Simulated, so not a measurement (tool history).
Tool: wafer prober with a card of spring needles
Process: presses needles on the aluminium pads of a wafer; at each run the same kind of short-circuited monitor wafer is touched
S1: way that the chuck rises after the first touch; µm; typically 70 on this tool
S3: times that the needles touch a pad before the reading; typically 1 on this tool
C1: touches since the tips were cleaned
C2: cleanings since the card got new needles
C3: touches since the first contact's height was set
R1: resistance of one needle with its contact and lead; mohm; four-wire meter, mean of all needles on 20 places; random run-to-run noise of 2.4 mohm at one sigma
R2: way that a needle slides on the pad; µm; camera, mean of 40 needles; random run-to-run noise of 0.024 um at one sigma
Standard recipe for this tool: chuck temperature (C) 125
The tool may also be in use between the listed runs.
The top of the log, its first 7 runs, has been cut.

At hour 48.2: tips cleaned on abrasive film.
Run 8, hour 55.7: usual settings but S1 79 µm; C1 5319; C2 43; C3 34512. Result: R1 349 mohm, R2 10.85 µm.
At hour 59.0: tips cleaned on abrasive film.
Run 9, hour 62.4: usual settings but S1 79 µm; C1 2425; C2 44; C3 39187. Result: R1 327 mohm, R2 10.85 µm.
At hour 69.7: tips cleaned on abrasive film.
At hour 74.1: height of the first contact set anew, once more.
Run 10, hour 75.6: usual settings but S1 79 µm; C1 3982; C2 45; C3 1113. Result: R1 340 mohm, R2 11.25 µm.
At hour 80.9: tips cleaned on abrasive film.
Run 11, hour 88.0: usual settings but S1 79 µm; C1 5021; C2 46; C3 9837. Result: R1 345 mohm, R2 11.21 µm.
At hour 92.1: tips cleaned on abrasive film.
Run 12, hour 98.3: usual settings but S1 79 µm; C1 4444; C2 47; C3 17079. Result: R1 345 mohm, R2 11.12 µm.
At hour 103.4: tips cleaned on abrasive film.
Run 13, hour 105.8: usual settings but S1 79 µm; C1 1737; C2 48; C3 22314. Result: R1 313 mohm, R2 11.13 µm.
At hour 114.4: tips cleaned on abrasive film.
Run 14, hour 115.1: usual settings but S1 79 µm; C1 534; C2 49; C3 28855. Result: R1 294 mohm, R2 11.14 µm.
Run 15, hour 123.9: usual settings but S1 79 µm; C1 6752; C2 49; C3 35073. Result: R1 357 mohm, R2 11.13 µm.
At hour 125.2: tips cleaned on abrasive film.
At hour 136.1: tips cleaned on abrasive film.
Run 16, hour 136.9: usual settings but S1 85 µm; C1 609; C2 51; C3 44190. Result: R1 288 mohm, R2 12.00 µm.
Run 17, hour 143.0: usual settings but S1 62 µm; C1 4940; C2 51; C3 48521. Result: R1 387 mohm, R2 8.69 µm.
At hour 146.9: tips cleaned on abrasive film.
Run 18, hour 148.7: usual settings but S1 63 µm, chuck temperature (C) 30; C1 1288; C2 52; C3 52465. Result: R1 305 mohm, R2 8.85 µm.
At hour 157.5: tips cleaned on abrasive film.
Run 19, hour 159.6: usual settings but S1 63 µm, chuck temperature (C) 30; C1 1493; C2 53; C3 60134. Result: R1 316 mohm, R2 8.84 µm.
At hour 168.4: tips cleaned on abrasive film.
Run 20, hour 172.1: usual settings but S1 63 µm, chuck temperature (C) 63, S3 2; C1 2586; C2 54; C3 68895. Result: R1 312 mohm, R2 8.83 µm.
At hour 179.2: tips cleaned on abrasive film.
Run 21, hour 185.5: usual settings but chuck temperature (C) 97, S3 2; C1 4478; C2 55; C3 78334. Result: R1 330 mohm, R2 9.82 µm.

For run 22, what comes out?
At hour 190.4: tips cleaned on abrasive film.
Run 22, hour 198.1: usual settings but S1 67 µm, chuck temperature (C) 72, S3 2; C1 5437; C2 56; C3 87216. Result: R1 ?, R2 ?.

R1: 336 mohm
R2: 9.38 µm
Minus the tool's unlogged condition, the same run would have read R1 264 mohm, R2 9.50 µm.
